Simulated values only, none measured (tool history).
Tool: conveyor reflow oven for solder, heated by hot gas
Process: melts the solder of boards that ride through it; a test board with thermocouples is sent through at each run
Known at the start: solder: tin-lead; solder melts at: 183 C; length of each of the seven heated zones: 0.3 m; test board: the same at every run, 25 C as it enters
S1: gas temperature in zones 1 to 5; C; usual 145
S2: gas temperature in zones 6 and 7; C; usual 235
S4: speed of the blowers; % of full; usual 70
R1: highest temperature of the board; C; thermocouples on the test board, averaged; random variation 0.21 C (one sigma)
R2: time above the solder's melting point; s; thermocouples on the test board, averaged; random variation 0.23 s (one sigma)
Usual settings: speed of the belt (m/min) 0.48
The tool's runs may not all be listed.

run 1 hour=0 | S1=145 S2=235 speed_of_the_belt_(m/min)=0.48 S4=70 | R1=226.1 R2=65.8
run 2 hour=71.3 | S1=145 S2=235 speed_of_the_belt_(m/min)=0.48 S4=70 | R1=226.2 R2=66
run 3 hour=109.4 | S1=145 S2=235 speed_of_the_belt_(m/min)=0.48 S4=70 | R1=226.3 R2=66.1
run 4 hour=196.6 | S1=145 S2=235 speed_of_the_belt_(m/min)=0.48 S4=70 | R1=226.2 R2=65.4
run 5 hour=247.4 | S1=145 S2=235 speed_of_the_belt_(m/min)=0.48 S4=70 | R1=225.4 R2=66
run 6 hour=337.8 | S1=145 S2=235 speed_of_the_belt_(m/min)=0.48 S4=70 | R1=226.2 R2=65.5
run 7 hour=376.9 | S1=145 S2=235 speed_of_the_belt_(m/min)=0.48 S4=70 | R1=226.1 R2=65.7
-- hour=396.1 thermocouples of zones 6 and 7 changed
run 8 hour=465.1 | S1=145 S2=235 speed_of_the_belt_(m/min)=0.48 S4=70 | R1=222.1 R2=63.7
run 9 hour=512.1 | S1=145 S2=235 speed_of_the_belt_(m/min)=0.48 S4=70 | R1=222.2 R2=63.3
run 10 hour=563.3 | S1=145 S2=235 speed_of_the_belt_(m/min)=0.48 S4=70 | R1=222.2 R2=63
run 11 hour=603.7 | S1=145 S2=235 speed_of_the_belt_(m/min)=0.48 S4=70 | R1=222.4 R2=63.4
run 12 hour=686.3 | S1=145 S2=235 speed_of_the_belt_(m/min)=0.48 S4=70 | R1=221.6 R2=63.5
-- hour=715.6 flux residue cleaned out of gas plates and filters
run 13 hour=761 | S1=145 S2=235 speed_of_the_belt_(m/min)=0.472 S4=70 | R1=224.9 R2=66.8
run 14 hour=839.6 | S1=159 S2=235 speed_of_the_belt_(m/min)=0.472 S4=70 | R1=226.8 R2=73.1
run 15 hour=892.6 | S1=132 S2=232 speed_of_the_belt_(m/min)=0.472 S4=70 | R1=220.5 R2=59.6
run 16 hour=934.7 | S1=135 S2=232 speed_of_the_belt_(m/min)=0.398 S4=70 | R1=224.8 R2=76.4
run 17 hour=991.3 | S1=131 S2=227 speed_of_the_belt_(m/min)=0.4 S4=90 | R1=221.7 R2=73.4
run 18 hour=1051.2 | S1=148 S2=243 speed_of_the_belt_(m/min)=0.47 S4=69 | R1=232.6 R2=72.5
run 19 hour=1128 | S1=148 S2=243 speed_of_the_belt_(m/min)=0.47 S4=69 | R1=232.2 R2=72
run 20 hour=1217 | S1=148 S2=243 speed_of_the_belt_(m/min)=0.47 S4=69 | R1=232.3 R2=72.2
run 21 hour=1259.7 | S1=148 S2=243 speed_of_the_belt_(m/min)=0.47 S4=69 | R1=232.3 R2=71.8
run 22 hour=1333.8 | S1=148 S2=227 speed_of_the_belt_(m/min)=0.47 S4=69 | R1=217.6 R2=63.6

3 ways to go on from here, each from the tool as it stands after run 22. What would each give?
run A hour=1375.9 | S1=156 S2=227 speed_of_the_belt_(m/min)=0.398 S4=50 | R1=? R2=?
run B hour=1375.9 | S1=148 S2=227 speed_of_the_belt_(m/min)=0.48 S4=55 | R1=? R2=?
run C hour=1375.9 | S1=148 S2=237 speed_of_the_belt_(m/min)=0.526 S4=53 | R1=? R2=?

run=A R1=219.7 R2=82
run=B R1=215.5 R2=60
run=C R1=221 R2=57.7
Without the tool's hidden state the same runs would have given:
run=A R1=218.7 R2=79.7
run=B R1=214.8 R2=58.5
run=C R1=220.5 R2=56.3
